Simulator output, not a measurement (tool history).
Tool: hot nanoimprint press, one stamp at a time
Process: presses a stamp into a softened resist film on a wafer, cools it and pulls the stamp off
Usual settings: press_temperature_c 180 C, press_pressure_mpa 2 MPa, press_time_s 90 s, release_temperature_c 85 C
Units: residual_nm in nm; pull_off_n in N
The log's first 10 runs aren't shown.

Run 11, hour 360.9: usual settings but press_temperature_c 170 C. Result: residual_nm 381.3 nm, pull_off_n 197 N.
Run 12, hour 408.6: usual settings but press_temperature_c 170 C. Result: residual_nm 384.4 nm, pull_off_n 204 N.
Run 13, hour 436.8: usual settings but press_temperature_c 170 C. Result: residual_nm 383.3 nm, pull_off_n 209 N.
Run 14, hour 484.2: usual settings but press_temperature_c 189 C. Result: residual_nm 228.1 nm, pull_off_n 209 N.
Run 15, hour 528.8: usual settings but press_temperature_c 189 C. Result: residual_nm 229.3 nm, pull_off_n 215 N.
At hour 558.6: stamp cleaned and given a new release coat.
Run 16, hour 585.5: usual settings. Result: residual_nm 300.4 nm, pull_off_n 192 N.
Run 17, hour 632.4: usual settings. Result: residual_nm 302.2 nm, pull_off_n 199 N.
Run 18, hour 676.8: usual settings but press_temperature_c 175 C, press_time_s 91 s, release_temperature_c 83 C. Result: residual_nm 345.1 nm, pull_off_n 212 N.
Run 19, hour 703.5: usual settings but press_temperature_c 175 C, press_time_s 91 s, release_temperature_c 84 C. Result: residual_nm 346.1 nm, pull_off_n 207 N.
Run 20, hour 740.9: usual settings but press_temperature_c 175 C, press_time_s 91 s, release_temperature_c 84 C. Result: residual_nm 348.8 nm, pull_off_n 216 N.
At hour 778.5: press's hydraulic seals changed and the load cell set to zero.
Run 21, hour 795.6: usual settings but press_temperature_c 175 C, press_time_s 91 s, release_temperature_c 84 C. Result: residual_nm 338.1 nm, pull_off_n 220 N.
Run 22, hour 839.4: usual settings but press_temperature_c 169 C, press_time_s 65 s, release_temperature_c 84 C. Result: residual_nm 416.4 nm, pull_off_n 224 N.
At hour 850.4: stamp cleaned and given a new release coat.
Run 23, hour 893.4: usual settings but press_pressure_mpa 1.93 MPa, press_time_s 55 s, release_temperature_c 91 C. Result: residual_nm 342.6 nm, pull_off_n 174 N.
Run 24, hour 918.8: usual settings but press_pressure_mpa 1.93 MPa, press_time_s 55 s, release_temperature_c 91 C. Result: residual_nm 346.7 nm, pull_off_n 177 N.
Run 25, hour 962.7: usual settings but press_pressure_mpa 1.93 MPa, press_time_s 55 s, release_temperature_c 91 C. Result: residual_nm 349.2 nm, pull_off_n 185 N.
Run 26, hour 992.1: usual settings but press_pressure_mpa 1.93 MPa, press_time_s 55 s, release_temperature_c 91 C. Result: residual_nm 348.6 nm, pull_off_n 185 N.
At hour 998.5: plate thermocouple calibrated.
Run 27, hour 1030.9: usual settings but press_pressure_mpa 1.93 MPa, press_time_s 94 s, release_temperature_c 91 C. Result: residual_nm 281.6 nm, pull_off_n 179 N.
Run 28, hour 1059.8: usual settings but press_pressure_mpa 1.49 MPa, release_temperature_c 70 C. Result: residual_nm 318.2 nm, pull_off_n 265 N.
Run 29, hour 1112.1: usual settings but press_pressure_mpa 2.46 MPa. Result: residual_nm 259.2 nm, pull_off_n 214 N.
At hour 1138.9: stamp cleaned and given a new release coat.
Run 30, hour 1148: usual settings but press_temperature_c 169 C, press_pressure_mpa 2.46 MPa, press_time_s 126 s. Result: residual_nm 327.3 nm, pull_off_n 186 N.
Run 31, hour 1191.5: usual settings but press_temperature_c 169 C, press_pressure_mpa 1.47 MPa, press_time_s 180 s, release_temperature_c 71 C. Result: residual_nm 358.8 nm, pull_off_n 240 N.

3 ways to go on from here, each from the tool as it stands after run 31. What would each give?
Run A, hour 1223.5: usual settings but press_time_s 139 s, release_temperature_c 73 C. Result: residual_nm ?, pull_off_n ?.
Run B, hour 1223.5: usual settings but press_temperature_c 181 C, press_time_s 108 s. Result: residual_nm ?, pull_off_n ?.
Run C, hour 1223.5: usual settings but release_temperature_c 77 C. Result: residual_nm ?, pull_off_n ?.

run  residual_nm  pull_off_n
  A        247.6         239
  B        261.6         195
  C        285.9         223
Without the tool's hidden state the same runs would have given:
run  residual_nm  pull_off_n
  A        245.2         228
  B        259.1         186
  C        283.3         213
